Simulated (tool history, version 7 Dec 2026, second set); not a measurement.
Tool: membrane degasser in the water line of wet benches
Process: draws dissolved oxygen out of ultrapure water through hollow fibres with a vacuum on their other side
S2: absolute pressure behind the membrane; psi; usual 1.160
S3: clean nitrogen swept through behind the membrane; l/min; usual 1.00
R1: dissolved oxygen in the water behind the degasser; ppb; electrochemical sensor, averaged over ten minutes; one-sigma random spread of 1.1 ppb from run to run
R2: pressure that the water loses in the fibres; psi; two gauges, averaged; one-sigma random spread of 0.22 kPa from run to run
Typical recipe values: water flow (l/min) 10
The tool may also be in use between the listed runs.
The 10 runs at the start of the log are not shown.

run 11 hour=527.1 | water_flow_(l/min)=13 S2=1.160 S3=1.00 | R1=159.8 R2=9.980
run 12 hour=574.5 | water_flow_(l/min)=13 S2=1.160 S3=1.00 | R1=158.5 R2=10.024
run 13 hour=604.0 | water_flow_(l/min)=13 S2=1.160 S3=1.00 | R1=158.6 R2=10.034
run 14 hour=644.7 | water_flow_(l/min)=13 S2=1.160 S3=1.00 | R1=160.5 R2=10.051
run 15 hour=680.0 | water_flow_(l/min)=13 S2=1.160 S3=1.00 | R1=156.7 R2=10.032
run 16 hour=734.6 | water_flow_(l/min)=13 S2=1.160 S3=1.00 | R1=157.5 R2=9.999
run 17 hour=793.3 | water_flow_(l/min)=13 S2=2.569 S3=1.00 | R1=446.3 R2=10.040
run 18 hour=843.8 | water_flow_(l/min)=13 S2=2.569 S3=1.00 | R1=444.1 R2=10.071
run 19 hour=885.7 | water_flow_(l/min)=13 S2=2.569 S3=1.00 | R1=442.5 R2=10.035
run 20 hour=942.0 | water_flow_(l/min)=10 S2=1.066 S3=0.89 | R1=121.2 R2=7.709
run 21 hour=1005.5 | water_flow_(l/min)=10 S2=1.352 S3=2.48 | R1=69.7 R2=7.713
run 22 hour=1044.5 | water_flow_(l/min)=10 S2=1.772 S3=1.40 | R1=167.4 R2=7.697
run 23 hour=1104.9 | water_flow_(l/min)=10 S2=1.772 S3=1.40 | R1=168.4 R2=7.778
run 24 hour=1156.0 | water_flow_(l/min)=6 S2=1.772 S3=0.56 | R1=241.4 R2=4.677
run 25 hour=1218.7 | water_flow_(l/min)=6 S2=1.772 S3=0.56 | R1=248.5 R2=4.676
run 26 hour=1276.2 | water_flow_(l/min)=9 S2=0.748 S3=0.43 | R1=101.8 R2=6.914
run 27 hour=1330.6 | water_flow_(l/min)=13 S2=2.019 S3=0.76 | R1=423.6 R2=10.077
run 28 hour=1399.6 | water_flow_(l/min)=15 S2=2.019 S3=1.62 | R1=254.3 R2=11.618
run 29 hour=1462.5 | water_flow_(l/min)=14 S2=2.154 S3=0.71 | R1=512.1 R2=10.958
run 30 hour=1494.6 | water_flow_(l/min)=13 S2=0.785 S3=0.69 | R1=111.3 R2=10.084
run 31 hour=1523.9 | water_flow_(l/min)=11 S2=1.160 S3=2.78 | R1=55.7 R2=8.570
run 32 hour=1581.0 | water_flow_(l/min)=11 S2=1.160 S3=2.78 | R1=56.1 R2=8.518

Here are 3 independent what-if runs from the current tool condition. What would each one return?
run A hour=1635.3 | water_flow_(l/min)=14 S2=0.909 S3=1.00 | R1=? R2=?
run B hour=1635.3 | water_flow_(l/min)=10 S2=2.621 S3=2.85 | R1=? R2=?
run C hour=1635.3 | water_flow_(l/min)=10 S2=2.025 S3=1.10 | R1=? R2=?

run=A R1=116.7 R2=10.820
run=B R1=142.2 R2=7.703
run=C R1=247.5 R2=7.717
Had the tool no hidden state, the same runs would have come out as:
run=A R1=107.5 R2=10.615
run=B R1=132.3 R2=7.558
run=C R1=231.9 R2=7.572
